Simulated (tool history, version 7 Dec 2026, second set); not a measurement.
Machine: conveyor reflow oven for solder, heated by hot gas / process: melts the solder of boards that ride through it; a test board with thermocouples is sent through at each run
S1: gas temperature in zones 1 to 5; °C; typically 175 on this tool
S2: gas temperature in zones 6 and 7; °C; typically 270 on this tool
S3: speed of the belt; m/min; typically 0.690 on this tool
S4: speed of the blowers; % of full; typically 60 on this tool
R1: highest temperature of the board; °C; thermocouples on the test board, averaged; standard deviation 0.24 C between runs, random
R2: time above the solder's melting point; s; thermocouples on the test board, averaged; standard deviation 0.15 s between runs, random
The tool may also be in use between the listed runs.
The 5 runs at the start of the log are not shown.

run	day	S1	S2	S3	S4	R1	R2
6	2.867	175	270	0.690	69	252.2	39.6
7	3.242	175	270	0.690	69	252.9	39.8
8	3.671	175	270	0.690	69	253.6	39.6
9	4.446	175	270	0.690	69	252.8	39.6
10	5.238	175	270	0.690	69	252.4	39.5
11	5.588	175	270	0.690	53	248.8	36.7
12	6.412	172	270	0.690	60	249.9	37.0
13	6.829	172	270	0.690	60	249.5	36.7
14	7.512	172	270	0.690	60	249.3	36.9
15	7.912	172	270	0.690	60	249.8	36.8
16	8.421	175	270	0.726	60	248.3	34.4
17	9.121	182	270	0.598	60	255.5	49.9
18	9.738	182	270	0.598	60	255.7	49.9
19	10.512	182	270	0.598	60	255.5	49.9
20	11.154	182	270	0.598	60	255.8	49.8
# day 12.017: flux residue cleaned out of gas plates and filters
21	12.096	181	270	0.589	79	258.7	52.2
22	12.900	175	265	0.729	60	243.8	31.2
# day 13.600: flux residue cleaned out of gas plates and filters, once more
23	13.600	175	278	0.749	60	257.0	37.6
24	14.146	183	269	0.611	51	254.0	48.3
25	14.812	186	270	0.552	63	260.7	58.7
26	15.454	173	263	0.685	86	251.4	39.9
27	15.879	173	263	0.685	86	251.2	39.9
28	16.588	170	263	0.723	85	249.1	35.7
29	17.004	170	263	0.723	85	249.0	35.9
30	17.700	170	263	0.601	85	252.9	46.7

Expected results for the next run?
31	18.408	175	284	0.573	56	?	?

R1: 269.8 °C
R2: 56.2 s
Had the tool carried no hidden state, the very same run would have given R1 270.8 °C, R2 56.2 s.
